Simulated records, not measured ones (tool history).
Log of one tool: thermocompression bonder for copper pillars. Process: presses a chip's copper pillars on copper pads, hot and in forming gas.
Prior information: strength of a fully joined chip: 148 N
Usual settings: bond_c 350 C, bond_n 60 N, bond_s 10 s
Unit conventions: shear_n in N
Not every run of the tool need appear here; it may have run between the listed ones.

run,hour,bond_c,bond_n,bond_s,shear_n
1,0.0,350,60,10,105.6
2,22.6,350,60,10,104.3
3,48.4,350,60,10,105.4
4,64.6,350,60,10,104.3
5,90.2,350,77,10,116.3
6,113.3,350,77,10,115.2
7,127.8,350,77,10,114.6
8,141.6,368,60,10,116.3
9,166.8,368,60,10,115.8
10,183.9,368,60,10,115.7
11,207.4,357,60,10,109.4
# hour 236.2: forming gas filter changed
12,236.2,357,60,10,111.7
13,264.3,357,60,10,111.2
14,286.5,357,60,10,110.5
15,311.0,357,60,10,110.0
16,339.9,357,60,10,110.3
17,355.6,357,60,10,110.4
18,380.7,357,60,10,110.3
19,401.8,357,60,10,109.6
20,429.3,357,60,17,122.0
21,457.8,357,60,17,120.5
# hour 475.0: forming gas filter changed
22,481.1,357,60,17,125.4
23,503.9,357,52,17,117.6
24,521.8,350,73,10,115.7
25,534.3,350,63,9,105.7
26,562.4,324,63,19,104.0
27,587.7,364,60,10,115.4
28,617.5,320,90,17,113.9
29,633.8,350,37,6,69.1
30,650.9,350,37,6,68.9
31,672.1,350,37,6,68.6
32,690.3,350,37,6,68.9
# hour 713.2: forming gas filter changed
33,719.5,350,37,6,70.8
34,744.6,350,37,6,70.8
35,767.0,350,48,6,83.1
36,794.6,353,62,6,98.1
37,810.0,353,62,6,97.2
38,838.1,353,62,6,96.7
39,851.3,363,41,12,103.3
40,870.2,378,81,12,136.0
41,899.2,378,81,12,135.0

Hidden state or all else? Some run-to-run changes of shear_n, split into what the settings, what came in and random variation would give without the hidden state, and what is left for the hidden state (with any gauge scatter that isn't in both results):
The hidden state here: true temperature of the bond over the reading, C; force that reaches the chip, % of what is set; oxide that the forming gas leaves, % of the face; drift of the gauge itself on shear_n, %.
Run 11 -> 12: forming gas filter changed. shear_n +2.3 N: hidden state +3.5, all else -1.2.
Run 21 -> 22: forming gas filter changed. shear_n +4.9 N: hidden state +4.0, all else +0.9.
Run 28 -> 29: bond_c 320 -> 350, bond_n 90 -> 37, bond_s 17 -> 6. shear_n -44.8 N: hidden state +0.0, all else -44.8.
Run 35 -> 36: bond_c 350 -> 353, bond_n 48 -> 62. shear_n +15.0 N: hidden state -0.3, all else +15.3.
Run 39 -> 40: bond_c 363 -> 378, bond_n 41 -> 81. shear_n +32.7 N: hidden state -4.9, all else +37.6.

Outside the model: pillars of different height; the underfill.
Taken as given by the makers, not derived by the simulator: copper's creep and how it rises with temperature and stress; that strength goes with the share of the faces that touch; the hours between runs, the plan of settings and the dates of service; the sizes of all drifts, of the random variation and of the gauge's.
